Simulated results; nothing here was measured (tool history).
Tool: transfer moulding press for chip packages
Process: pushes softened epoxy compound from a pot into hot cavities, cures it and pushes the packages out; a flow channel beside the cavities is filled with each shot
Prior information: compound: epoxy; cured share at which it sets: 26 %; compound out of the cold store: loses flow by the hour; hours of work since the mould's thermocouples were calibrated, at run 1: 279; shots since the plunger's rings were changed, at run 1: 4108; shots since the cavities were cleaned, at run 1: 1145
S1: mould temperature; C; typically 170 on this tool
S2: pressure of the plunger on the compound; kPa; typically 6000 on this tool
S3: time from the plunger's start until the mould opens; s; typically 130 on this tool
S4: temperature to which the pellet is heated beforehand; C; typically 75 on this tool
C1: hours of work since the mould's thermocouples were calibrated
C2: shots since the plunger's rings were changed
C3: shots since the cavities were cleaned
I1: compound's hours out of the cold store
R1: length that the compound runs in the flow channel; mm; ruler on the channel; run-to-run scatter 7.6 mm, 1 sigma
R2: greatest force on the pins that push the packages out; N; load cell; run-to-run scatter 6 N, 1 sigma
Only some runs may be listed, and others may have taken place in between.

{"run": 1, "hour": 0.0, "S1": 170, "S2": 6000, "S3": 130, "S4": 75, "C1": 279, "C2": 4108, "C3": 1145, "I1": 12.7, "R1": 878, "R2": 439}
{"hour": 6.9, "done": "cavities cleaned with cleaning compound and waxed"}
{"hour": 104.7, "done": "plunger's sealing rings changed"}
{"run": 2, "hour": 104.7, "S1": 170, "S2": 6000, "S3": 130, "S4": 75, "C1": 333, "C2": 0, "C3": 762, "I1": 46.4, "R1": 866, "R2": 504}
{"hour": 164.6, "done": "cavities cleaned with cleaning compound and waxed"}
{"run": 3, "hour": 171.3, "S1": 170, "S2": 6000, "S3": 130, "S4": 75, "C1": 369, "C2": 520, "C3": 53, "I1": 18.7, "R1": 936, "R2": 250}
{"run": 4, "hour": 254.3, "S1": 170, "S2": 6000, "S3": 130, "S4": 75, "C1": 414, "C2": 1184, "C3": 717, "I1": 26.3, "R1": 888, "R2": 405}
{"hour": 314.6, "done": "cavities cleaned with cleaning compound and waxed"}
{"run": 5, "hour": 329.1, "S1": 170, "S2": 6000, "S3": 130, "S4": 75, "C1": 453, "C2": 1771, "C3": 117, "I1": 23.8, "R1": 889, "R2": 279}
{"hour": 377.2, "done": "cavities cleaned with cleaning compound and waxed, once more"}
{"run": 6, "hour": 414.8, "S1": 170, "S2": 6000, "S3": 124, "S4": 75, "C1": 499, "C2": 2444, "C3": 301, "I1": 20.6, "R1": 884, "R2": 347}
{"run": 7, "hour": 515.4, "S1": 170, "S2": 6000, "S3": 130, "S4": 75, "C1": 554, "C2": 3249, "C3": 1106, "I1": 21.9, "R1": 872, "R2": 463}
{"hour": 531.3, "done": "cavities cleaned with cleaning compound and waxed"}
{"run": 8, "hour": 594.1, "S1": 170, "S2": 6000, "S3": 130, "S4": 75, "C1": 596, "C2": 3866, "C3": 502, "I1": 15.6, "R1": 877, "R2": 359}
{"run": 9, "hour": 648.7, "S1": 170, "S2": 6000, "S3": 130, "S4": 72, "C1": 625, "C2": 4303, "C3": 939, "I1": 45.4, "R1": 794, "R2": 419}
{"hour": 684.9, "done": "cavities cleaned with cleaning compound and waxed"}
{"run": 10, "hour": 722.1, "S1": 170, "S2": 6000, "S3": 130, "S4": 72, "C1": 664, "C2": 4878, "C3": 298, "I1": 35.3, "R1": 803, "R2": 336}
{"hour": 730.2, "done": "plunger's sealing rings changed"}
{"hour": 739.2, "done": "mould's thermocouples calibrated"}
{"run": 11, "hour": 770.3, "S1": 170, "S2": 6000, "S3": 147, "S4": 75, "C1": 17, "C2": 305, "C3": 648, "I1": 36.5, "R1": 886, "R2": 372}
{"hour": 843.6, "done": "cavities cleaned with cleaning compound and waxed"}
{"run": 12, "hour": 872.9, "S1": 170, "S2": 6000, "S3": 163, "S4": 75, "C1": 72, "C2": 1113, "C3": 234, "I1": 46.7, "R1": 843, "R2": 282}
{"run": 13, "hour": 956.6, "S1": 170, "S2": 6000, "S3": 163, "S4": 75, "C1": 117, "C2": 1783, "C3": 904, "I1": 30.2, "R1": 867, "R2": 391}
{"hour": 999.6, "done": "cavities cleaned with cleaning compound and waxed"}
{"run": 14, "hour": 999.6, "S1": 170, "S2": 6000, "S3": 157, "S4": 71, "C1": 140, "C2": 2115, "C3": 0, "I1": 44.8, "R1": 827, "R2": 229}
{"run": 15, "hour": 1050.9, "S1": 170, "S2": 6340, "S3": 130, "S4": 81, "C1": 168, "C2": 2525, "C3": 410, "I1": 30.9, "R1": 872, "R2": 336}
{"run": 16, "hour": 1133.5, "S1": 170, "S2": 5610, "S3": 130, "S4": 73, "C1": 212, "C2": 3186, "C3": 1071, "I1": 32.1, "R1": 811, "R2": 416}
{"hour": 1152.6, "done": "cavities cleaned with cleaning compound and waxed"}
{"run": 17, "hour": 1199.3, "S1": 170, "S2": 6590, "S3": 130, "S4": 75, "C1": 247, "C2": 3700, "C3": 373, "I1": 12.5, "R1": 924, "R2": 333}
{"run": 18, "hour": 1296.8, "S1": 170, "S2": 5250, "S3": 130, "S4": 65, "C1": 300, "C2": 4480, "C3": 1153, "I1": 10.5, "R1": 817, "R2": 443}
{"hour": 1302.6, "done": "cavities cleaned with cleaning compound and waxed"}
{"hour": 1352.5, "done": "plunger's sealing rings changed"}
{"run": 19, "hour": 1360.0, "S1": 176, "S2": 5250, "S3": 121, "S4": 65, "C1": 332, "C2": 61, "C3": 440, "I1": 34.7, "R1": 820, "R2": 328}
{"run": 20, "hour": 1403.2, "S1": 172, "S2": 5250, "S3": 166, "S4": 65, "C1": 356, "C2": 406, "C3": 785, "I1": 32.9, "R1": 829, "R2": 378}
{"hour": 1454.8, "done": "cavities cleaned with cleaning compound and waxed"}
{"run": 21, "hour": 1497.9, "S1": 172, "S2": 5250, "S3": 164, "S4": 65, "C1": 406, "C2": 1151, "C3": 344, "I1": 33.4, "R1": 806, "R2": 303}
{"run": 22, "hour": 1555.6, "S1": 170, "S2": 7150, "S3": 157, "S4": 85, "C1": 438, "C2": 1613, "C3": 806, "I1": 38.3, "R1": 937, "R2": 383}
{"hour": 1609.4, "done": "cavities cleaned with cleaning compound and waxed"}
{"run": 23, "hour": 1630.5, "S1": 162, "S2": 4750, "S3": 111, "S4": 70, "C1": 477, "C2": 2200, "C3": 169, "I1": 14, "R1": 840, "R2": 577}
{"run": 24, "hour": 1687.7, "S1": 170, "S2": 6610, "S3": 130, "S4": 78, "C1": 508, "C2": 2657, "C3": 626, "I1": 31.3, "R1": 895, "R2": 386}
{"run": 25, "hour": 1747.5, "S1": 170, "S2": 6610, "S3": 130, "S4": 78, "C1": 541, "C2": 3136, "C3": 1105, "I1": 42.5, "R1": 855, "R2": 426}
{"hour": 1766.6, "done": "cavities cleaned with cleaning compound and waxed"}
{"run": 26, "hour": 1824.8, "S1": 167, "S2": 5170, "S3": 130, "S4": 75, "C1": 582, "C2": 3742, "C3": 465, "I1": 13.2, "R1": 825, "R2": 392}

Forecast each of these 3 alternatives for the next run:
{"hour": 1918.1, "done": "cavities cleaned with cleaning compound and waxed"}
{"run": "A", "hour": 1918.1, "S1": 167, "S2": 6420, "S3": 126, "S4": 75, "C1": 632, "C2": 4476, "C3": 0, "I1": 18.7, "R1": "?", "R2": "?"}
{"hour": 1918.1, "done": "cavities cleaned with cleaning compound and waxed"}
{"run": "B", "hour": 1918.1, "S1": 167, "S2": 5170, "S3": 169, "S4": 81, "C1": 632, "C2": 4476, "C3": 0, "I1": 24.1, "R1": "?", "R2": "?"}
{"hour": 1918.1, "done": "cavities cleaned with cleaning compound and waxed"}
{"run": "C", "hour": 1918.1, "S1": 167, "S2": 5170, "S3": 146, "S4": 75, "C1": 632, "C2": 4476, "C3": 0, "I1": 47.2, "R1": "?", "R2": "?"}

run=A R1=899 R2=270
run=B R1=784 R2=214
run=C R1=731 R2=229
Had the tool no hidden state, the same runs would have come out as:
run=A R1=989 R2=252
run=B R1=863 R2=210
run=C R1=804 R2=221

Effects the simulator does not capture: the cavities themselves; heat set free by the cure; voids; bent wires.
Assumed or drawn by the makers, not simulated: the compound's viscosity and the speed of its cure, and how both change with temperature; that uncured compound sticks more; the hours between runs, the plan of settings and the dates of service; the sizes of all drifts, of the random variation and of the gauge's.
